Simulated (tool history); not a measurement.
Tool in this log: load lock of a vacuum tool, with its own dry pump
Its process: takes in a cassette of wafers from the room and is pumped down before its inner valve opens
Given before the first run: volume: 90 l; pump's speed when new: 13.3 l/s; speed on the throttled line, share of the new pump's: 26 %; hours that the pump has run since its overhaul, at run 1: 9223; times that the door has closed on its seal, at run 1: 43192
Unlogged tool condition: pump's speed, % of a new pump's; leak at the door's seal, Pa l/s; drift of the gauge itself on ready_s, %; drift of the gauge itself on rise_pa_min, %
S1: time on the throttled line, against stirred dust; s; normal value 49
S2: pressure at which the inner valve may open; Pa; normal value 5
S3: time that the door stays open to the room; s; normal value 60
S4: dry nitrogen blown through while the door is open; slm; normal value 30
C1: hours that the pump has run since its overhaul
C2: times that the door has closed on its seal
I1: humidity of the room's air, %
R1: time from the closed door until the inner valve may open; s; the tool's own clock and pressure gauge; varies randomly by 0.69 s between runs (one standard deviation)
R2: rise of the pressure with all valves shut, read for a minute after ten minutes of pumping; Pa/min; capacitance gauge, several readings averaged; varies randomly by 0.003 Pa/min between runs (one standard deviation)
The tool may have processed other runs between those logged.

run 1 day=0 | S1=49 S2=5 S3=60 S4=30 | C1=9223 C2=43192 | I1=43.8 | R1=116.5 R2=0.664
-- day=2.908 door's seal changed, seat wiped
run 2 day=14.042 | S1=49 S2=5 S3=60 S4=30 | C1=9558 C2=1251 | I1=42.5 | R1=117.7 R2=0.028
run 3 day=29.638 | S1=75 S2=5 S3=60 S4=30 | C1=9933 C2=3004 | I1=47.3 | R1=134.5 R2=0.04
run 4 day=43.288 | S1=49 S2=5 S3=60 S4=30 | C1=10260 C2=4538 | I1=45.3 | R1=119.8 R2=0.057
run 5 day=58.212 | S1=49 S2=5 S3=60 S4=30 | C1=10618 C2=6215 | I1=41.9 | R1=119.2 R2=0.072
run 6 day=73.221 | S1=49 S2=5 S3=60 S4=30 | C1=10978 C2=7902 | I1=43.9 | R1=121 R2=0.079
run 7 day=86.133 | S1=49 S2=5 S3=60 S4=30 | C1=11288 C2=9353 | I1=42.5 | R1=120.8 R2=0.093
run 8 day=94.679 | S1=49 S2=5 S3=60 S4=30 | C1=11493 C2=10314 | I1=42.8 | R1=122 R2=0.093
run 9 day=110.2 | S1=49 S2=5 S3=60 S4=30 | C1=11866 C2=12058 | I1=46.4 | R1=122.7 R2=0.117
run 10 day=126.754 | S1=49 S2=5 S3=60 S4=30 | C1=12263 C2=13919 | I1=39.2 | R1=123.6 R2=0.131
-- day=130.608 dry pump taken out, an overhauled one fitted
run 11 day=137.296 | S1=49 S2=5 S3=60 S4=30 | C1=161 C2=15076 | I1=43 | R1=104.4 R2=0.152
run 12 day=149.929 | S1=49 S2=5 S3=60 S4=30 | C1=464 C2=16496 | I1=45.3 | R1=105.1 R2=0.175
run 13 day=170.108 | S1=49 S2=5 S3=60 S4=30 | C1=948 C2=18764 | I1=46.4 | R1=105.1 R2=0.212
run 14 day=185.838 | S1=49 S2=5 S3=60 S4=30 | C1=1326 C2=20532 | I1=44.9 | R1=105.4 R2=0.23
run 15 day=194.154 | S1=49 S2=5 S3=60 S4=30 | C1=1525 C2=21466 | I1=46.8 | R1=106.5 R2=0.251
run 16 day=207.85 | S1=49 S2=5 S3=60 S4=30 | C1=1854 C2=23006 | I1=49.6 | R1=106.6 R2=0.281
run 17 day=222.508 | S1=49 S2=5 S3=60 S4=30 | C1=2206 C2=24654 | I1=45.2 | R1=107 R2=0.308
run 18 day=237.971 | S1=49 S2=5 S3=60 S4=13 | C1=2577 C2=26391 | I1=46.6 | R1=107.3 R2=0.351
run 19 day=246.888 | S1=49 S2=9 S3=95 S4=41 | C1=2791 C2=27394 | I1=45.1 | R1=102.7 R2=0.361
run 20 day=258.612 | S1=47 S2=5 S3=41 S4=30 | C1=3072 C2=28711 | I1=42.6 | R1=107 R2=0.385
run 21 day=273.638 | S1=65 S2=6 S3=200 S4=37 | C1=3433 C2=30400 | I1=47 | R1=118.5 R2=0.434
run 22 day=284.046 | S1=65 S2=6 S3=200 S4=37 | C1=3683 C2=31570 | I1=45.7 | R1=117.4 R2=0.466
run 23 day=303.117 | S1=65 S2=6 S3=84 S4=4 | C1=4140 C2=33713 | I1=44.6 | R1=118.8 R2=0.502
run 24 day=323.512 | S1=49 S2=4 S3=60 S4=30 | C1=4630 C2=36006 | I1=46.2 | R1=111.3 R2=0.538
run 25 day=336.704 | S1=49 S2=4 S3=60 S4=30 | C1=4946 C2=37489 | I1=45.2 | R1=113.2 R2=0.578
run 26 day=345.733 | S1=38 S2=4 S3=60 S4=14 | C1=5163 C2=38504 | I1=47.3 | R1=106 R2=0.616
run 27 day=360.058 | S1=29 S2=7 S3=39 S4=16 | C1=5507 C2=40114 | I1=44.1 | R1=93.7 R2=0.629
run 28 day=371.958 | S1=49 S2=5 S3=168 S4=4 | C1=5792 C2=41451 | I1=42.7 | R1=112.3 R2=0.728
run 29 day=385.296 | S1=49 S2=10 S3=35 S4=40 | C1=6113 C2=42950 | I1=46 | R1=106.1 R2=0.72
-- day=391.308 door's seal changed, seat wiped
run 30 day=396.662 | S1=49 S2=10 S3=35 S4=40 | C1=6384 C2=602 | I1=43.7 | R1=105.8 R2=0.018
run 31 day=410.354 | S1=49 S2=10 S3=35 S4=40 | C1=6712 C2=2140 | I1=45.9 | R1=107.7 R2=0.031
run 32 day=424.55 | S1=38 S2=6 S3=60 S4=30 | C1=7053 C2=3736 | I1=43.7 | R1=104 R2=0.047
run 33 day=439.008 | S1=42 S2=5 S3=155 S4=36 | C1=7400 C2=5361 | I1=49.9 | R1=107.7 R2=0.082
run 34 day=449.388 | S1=42 S2=5 S3=155 S4=36 | C1=7649 C2=6528 | I1=45.6 | R1=108.9 R2=0.087
run 35 day=469.971 | S1=42 S2=5 S3=155 S4=36 | C1=8143 C2=8841 | I1=48 | R1=109.1 R2=0.107
run 36 day=481.479 | S1=49 S2=6 S3=44 S4=30 | C1=8419 C2=10135 | I1=47.3 | R1=115.5 R2=0.096

Each row is a separate what-if for the run after 36, all from the same tool condition, not one after another. Results?
run A day=494.483 | S1=49 S2=4 S3=100 S4=11 | C1=8731 C2=11596 | I1=46.2 | R1=? R2=?
run B day=494.483 | S1=49 S2=6 S3=28 S4=30 | C1=8731 C2=11596 | I1=45.1 | R1=? R2=?
run C day=494.483 | S1=58 S2=5 S3=60 S4=30 | C1=8731 C2=11596 | I1=45.2 | R1=? R2=?
run D day=494.483 | S1=49 S2=5 S3=49 S4=17 | C1=8731 C2=11596 | I1=49 | R1=? R2=?
run E day=494.483 | S1=49 S2=6 S3=44 S4=17 | C1=8731 C2=11596 | I1=45.6 | R1=? R2=?

run=A R1=117.9 R2=0.144
run=B R1=113.3 R2=0.099
run=C R1=122.4 R2=0.109
run=D R1=115.7 R2=0.119
run=E R1=115.3 R2=0.115
Take away the tool's hidden state, keep each run's random variation, and the runs would have read:
run=A R1=104.8 R2=0.058
run=B R1=101.1 R2=0.014
run=C R1=110.3 R2=0.023
run=D R1=103 R2=0.034
run=E R1=103 R2=0.028
